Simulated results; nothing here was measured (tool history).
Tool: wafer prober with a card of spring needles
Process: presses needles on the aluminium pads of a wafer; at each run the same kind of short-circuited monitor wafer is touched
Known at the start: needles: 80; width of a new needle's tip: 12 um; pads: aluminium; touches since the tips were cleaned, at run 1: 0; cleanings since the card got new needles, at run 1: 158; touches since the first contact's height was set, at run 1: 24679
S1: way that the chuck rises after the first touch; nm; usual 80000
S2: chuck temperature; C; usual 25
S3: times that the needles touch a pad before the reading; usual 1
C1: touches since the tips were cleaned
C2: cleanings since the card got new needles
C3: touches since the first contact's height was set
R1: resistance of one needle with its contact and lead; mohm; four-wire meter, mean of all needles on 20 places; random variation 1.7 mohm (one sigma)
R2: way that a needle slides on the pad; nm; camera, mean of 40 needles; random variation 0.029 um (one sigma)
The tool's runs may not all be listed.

run 1 hour=0.0 | S1=80000 S2=25 S3=1 | C1=0 C2=158 C3=24679 | R1=180 R2=15900
-- hour=10.4 tips cleaned on abrasive film
-- hour=23.3 tips cleaned on abrasive film
-- hour=34.9 tips cleaned on abrasive film
run 2 hour=34.9 | S1=80000 S2=25 S3=1 | C1=0 C2=161 C3=44832 | R1=179 R2=15940
-- hour=45.4 tips cleaned on abrasive film
-- hour=58.4 tips cleaned on abrasive film
-- hour=71.4 tips cleaned on abrasive film
-- hour=84.5 tips cleaned on abrasive film
run 3 hour=89.6 | S1=80000 S2=25 S3=1 | C1=2996 C2=165 C3=76407 | R1=178 R2=15930
-- hour=97.2 tips cleaned on abrasive film
-- hour=110.1 tips cleaned on abrasive film
run 4 hour=119.5 | S1=80000 S2=25 S3=1 | C1=5474 C2=167 C3=93692 | R1=176 R2=15910
-- hour=122.2 tips cleaned on abrasive film
-- hour=135.1 tips cleaned on abrasive film
-- hour=147.9 tips cleaned on abrasive film
-- hour=158.3 tips cleaned on abrasive film
run 5 hour=166.9 | S1=80000 S2=25 S3=1 | C1=4998 C2=171 C3=121042 | R1=176 R2=15930
-- hour=169.6 tips cleaned on abrasive film
-- hour=182.4 tips cleaned on abrasive film
-- hour=192.9 tips cleaned on abrasive film
-- hour=203.3 tips cleaned on abrasive film
run 6 hour=213.5 | S1=80000 S2=25 S3=1 | C1=5902 C2=175 C3=147895 | R1=177 R2=15890
-- hour=216.2 tips cleaned on abrasive film
-- hour=229.2 tips cleaned on abrasive film
run 7 hour=236.6 | S1=90000 S2=37 S3=2 | C1=4344 C2=177 C3=161264 | R1=180 R2=17920
-- hour=241.9 tips cleaned on abrasive film
-- hour=252.4 tips cleaned on abrasive film
-- hour=265.4 tips cleaned on abrasive film
-- hour=270.9 height of the first contact set anew
-- hour=276.1 tips cleaned on abrasive film
run 8 hour=285.0 | S1=71000 S2=35 S3=2 | C1=5161 C2=181 C3=8169 | R1=178 R2=14110
-- hour=287.7 tips cleaned on abrasive film
-- hour=300.4 tips cleaned on abrasive film
-- hour=310.8 tips cleaned on abrasive film
-- hour=323.5 tips cleaned on abrasive film
-- hour=333.9 tips cleaned on abrasive film
-- hour=345.9 card fitted with new needles
run 9 hour=349.7 | S1=71000 S2=35 S3=2 | C1=2165 C2=0 C3=2165 | R1=177 R2=14170
-- hour=357.2 tips cleaned on abrasive film
-- hour=370.2 tips cleaned on abrasive film
-- hour=383.0 tips cleaned on abrasive film
-- hour=395.8 tips cleaned on abrasive film
run 10 hour=402.6 | S1=71000 S2=35 S3=2 | C1=3983 C2=4 C3=32748 | R1=178 R2=14120
-- hour=407.9 tips cleaned on abrasive film
-- hour=420.9 tips cleaned on abrasive film
-- hour=433.9 tips cleaned on abrasive film
-- hour=444.4 tips cleaned on abrasive film
run 11 hour=444.9 | S1=99000 S2=28 S3=2 | C1=321 C2=8 C3=57136 | R1=178 R2=19770

Forecast each of these 4 alternatives for the next run:
-- hour=455.4 tips cleaned on abrasive film
-- hour=468.4 tips cleaned on abrasive film
run A hour=472.3 | S1=83000 S2=28 S3=2 | C1=2292 C2=10 C3=72966 | R1=? R2=?
-- hour=455.4 tips cleaned on abrasive film
-- hour=468.4 tips cleaned on abrasive film
run B hour=472.3 | S1=80000 S2=105 S3=2 | C1=2292 C2=10 C3=72966 | R1=? R2=?
-- hour=455.4 tips cleaned on abrasive film
-- hour=468.4 tips cleaned on abrasive film
run C hour=472.3 | S1=80000 S2=36 S3=1 | C1=2292 C2=10 C3=72966 | R1=? R2=?
-- hour=455.4 tips cleaned on abrasive film
-- hour=468.4 tips cleaned on abrasive film
run D hour=472.3 | S1=62000 S2=25 S3=2 | C1=2292 C2=10 C3=72966 | R1=? R2=?

run=A R1=178 R2=16470
run=B R1=192 R2=15910
run=C R1=178 R2=15910
run=D R1=180 R2=12360
Without the tool's hidden state the same runs would have given:
run=A R1=177 R2=16470
run=B R1=192 R2=15910
run=C R1=178 R2=15910
run=D R1=180 R2=12360
